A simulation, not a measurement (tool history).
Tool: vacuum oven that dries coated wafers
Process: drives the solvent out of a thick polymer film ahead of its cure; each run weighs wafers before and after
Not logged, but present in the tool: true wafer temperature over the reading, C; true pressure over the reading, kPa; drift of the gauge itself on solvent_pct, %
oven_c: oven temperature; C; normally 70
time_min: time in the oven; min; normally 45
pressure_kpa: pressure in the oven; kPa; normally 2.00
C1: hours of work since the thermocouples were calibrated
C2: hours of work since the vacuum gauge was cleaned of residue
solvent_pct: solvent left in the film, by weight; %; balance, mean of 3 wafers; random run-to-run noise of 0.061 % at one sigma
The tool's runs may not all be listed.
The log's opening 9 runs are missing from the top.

{"run": 10, "hour": 464.6, "oven_c": 70, "time_min": 45, "pressure_kpa": 2.97, "C1": 557, "C2": 654, "solvent_pct": 5.01}
{"run": 11, "hour": 513.2, "oven_c": 70, "time_min": 45, "pressure_kpa": 2.97, "C1": 581, "C2": 678, "solvent_pct": 5.04}
{"run": 12, "hour": 566.2, "oven_c": 70, "time_min": 45, "pressure_kpa": 2.97, "C1": 608, "C2": 704, "solvent_pct": 5.03}
{"run": 13, "hour": 602.8, "oven_c": 70, "time_min": 45, "pressure_kpa": 2.0, "C1": 626, "C2": 723, "solvent_pct": 4.43}
{"run": 14, "hour": 662.3, "oven_c": 70, "time_min": 45, "pressure_kpa": 2.0, "C1": 656, "C2": 752, "solvent_pct": 4.54}
{"run": 15, "hour": 709.6, "oven_c": 70, "time_min": 45, "pressure_kpa": 2.0, "C1": 679, "C2": 776, "solvent_pct": 4.55}
{"run": 16, "hour": 753.3, "oven_c": 70, "time_min": 45, "pressure_kpa": 2.0, "C1": 701, "C2": 798, "solvent_pct": 4.41}
{"run": 17, "hour": 821.7, "oven_c": 85, "time_min": 45, "pressure_kpa": 2.0, "C1": 735, "C2": 832, "solvent_pct": 1.05}
{"hour": 838.3, "done": "oven's thermocouples calibrated"}
{"run": 18, "hour": 890.1, "oven_c": 85, "time_min": 45, "pressure_kpa": 2.0, "C1": 26, "C2": 865, "solvent_pct": 1.18}
{"run": 19, "hour": 932.0, "oven_c": 85, "time_min": 27, "pressure_kpa": 2.0, "C1": 47, "C2": 886, "solvent_pct": 1.88}
{"run": 20, "hour": 988.2, "oven_c": 70, "time_min": 59, "pressure_kpa": 2.98, "C1": 75, "C2": 914, "solvent_pct": 4.47}
{"run": 21, "hour": 1022.6, "oven_c": 70, "time_min": 59, "pressure_kpa": 2.98, "C1": 92, "C2": 931, "solvent_pct": 4.4}
{"run": 22, "hour": 1069.6, "oven_c": 55, "time_min": 23, "pressure_kpa": 2.17, "C1": 115, "C2": 955, "solvent_pct": 10.93}
{"run": 23, "hour": 1138.0, "oven_c": 68, "time_min": 77, "pressure_kpa": 1.16, "C1": 150, "C2": 989, "solvent_pct": 3.01}
{"run": 24, "hour": 1200.7, "oven_c": 68, "time_min": 77, "pressure_kpa": 1.16, "C1": 181, "C2": 1020, "solvent_pct": 3.03}
{"run": 25, "hour": 1249.7, "oven_c": 63, "time_min": 54, "pressure_kpa": 3.96, "C1": 205, "C2": 1045, "solvent_pct": 8.12}
{"run": 26, "hour": 1309.1, "oven_c": 63, "time_min": 54, "pressure_kpa": 3.96, "C1": 235, "C2": 1074, "solvent_pct": 7.98}
{"run": 27, "hour": 1346.3, "oven_c": 63, "time_min": 54, "pressure_kpa": 3.96, "C1": 254, "C2": 1093, "solvent_pct": 7.96}
{"run": 28, "hour": 1394.5, "oven_c": 63, "time_min": 54, "pressure_kpa": 3.96, "C1": 278, "C2": 1117, "solvent_pct": 8.0}
{"run": 29, "hour": 1454.4, "oven_c": 63, "time_min": 54, "pressure_kpa": 3.96, "C1": 308, "C2": 1147, "solvent_pct": 8.01}
{"run": 30, "hour": 1487.5, "oven_c": 63, "time_min": 54, "pressure_kpa": 3.96, "C1": 324, "C2": 1163, "solvent_pct": 8.0}
{"run": 31, "hour": 1554.4, "oven_c": 74, "time_min": 38, "pressure_kpa": 1.61, "C1": 358, "C2": 1197, "solvent_pct": 3.84}
{"run": 32, "hour": 1605.8, "oven_c": 70, "time_min": 30, "pressure_kpa": 6.62, "C1": 383, "C2": 1222, "solvent_pct": 8.59}

For run 33, what comes out?
{"run": 33, "hour": 1647.6, "oven_c": 70, "time_min": 30, "pressure_kpa": 6.62, "C1": 404, "C2": 1243, "solvent_pct": "?"}

For run 33 the tool returned solvent_pct 8.50 %.
The same run, on a tool lacking any hidden state, would have yielded solvent_pct 7.97 %.
